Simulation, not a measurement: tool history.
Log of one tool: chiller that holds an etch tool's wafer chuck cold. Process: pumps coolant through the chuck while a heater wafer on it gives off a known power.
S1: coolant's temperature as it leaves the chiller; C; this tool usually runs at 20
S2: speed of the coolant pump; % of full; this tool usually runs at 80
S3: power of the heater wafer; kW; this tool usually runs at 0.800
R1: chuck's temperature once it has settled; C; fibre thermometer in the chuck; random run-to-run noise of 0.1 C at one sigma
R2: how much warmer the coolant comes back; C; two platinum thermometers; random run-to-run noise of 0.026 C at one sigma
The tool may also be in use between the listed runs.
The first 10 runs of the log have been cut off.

{"run": 11, "hour": 647.2, "S1": 20, "S2": 78, "S3": 0.8, "R1": 28.0, "R2": 2.08}
{"run": 12, "hour": 703.9, "S1": 15, "S2": 80, "S3": 0.8, "R1": 22.9, "R2": 1.96}
{"run": 13, "hour": 761.5, "S1": 20, "S2": 80, "S3": 0.8, "R1": 27.8, "R2": 2.0}
{"run": 14, "hour": 834.1, "S1": 20, "S2": 80, "S3": 0.8, "R1": 27.8, "R2": 2.05}
{"run": 15, "hour": 921.7, "S1": 20, "S2": 88, "S3": 0.8, "R1": 27.3, "R2": 1.82}
{"run": 16, "hour": 1011.4, "S1": 20, "S2": 78, "S3": 0.8, "R1": 28.1, "R2": 2.09}
{"run": 17, "hour": 1089.5, "S1": 20, "S2": 78, "S3": 0.8, "R1": 28.2, "R2": 2.04}
{"run": 18, "hour": 1170.6, "S1": 26, "S2": 87, "S3": 0.8, "R1": 33.5, "R2": 1.85}
{"run": 19, "hour": 1219.7, "S1": 19, "S2": 97, "S3": 0.607, "R1": 24.4, "R2": 1.25}
{"run": 20, "hour": 1309.5, "S1": 10, "S2": 62, "S3": 0.8, "R1": 19.5, "R2": 2.65}
{"run": 21, "hour": 1364.1, "S1": 14, "S2": 62, "S3": 0.636, "R1": 21.6, "R2": 2.11}
{"run": 22, "hour": 1423.5, "S1": 10, "S2": 94, "S3": 1.163, "R1": 20.5, "R2": 2.46}
{"run": 23, "hour": 1482.1, "S1": 10, "S2": 94, "S3": 1.163, "R1": 20.4, "R2": 2.52}
{"run": 24, "hour": 1558.7, "S1": 14, "S2": 87, "S3": 0.44, "R1": 18.3, "R2": 1.01}
{"run": 25, "hour": 1597.6, "S1": 25, "S2": 75, "S3": 0.493, "R1": 30.3, "R2": 1.35}
{"run": 26, "hour": 1635.4, "S1": 25, "S2": 75, "S3": 0.493, "R1": 30.4, "R2": 1.36}
{"run": 27, "hour": 1690.3, "S1": 24, "S2": 63, "S3": 0.468, "R1": 29.8, "R2": 1.57}
{"run": 28, "hour": 1749.2, "S1": 12, "S2": 64, "S3": 0.545, "R1": 18.6, "R2": 1.76}

Estimate the outcome of run 29 from the log above:
{"run": 29, "hour": 1814.4, "S1": 26, "S2": 99, "S3": 0.445, "R1": "?", "R2": "?"}

{"run 29": {"R1": 30.1, "R2": 0.91}}
With the hidden condition absent and the run-to-run variation left alone, this run would have shown R1 29.7 C, R2 0.88 C.
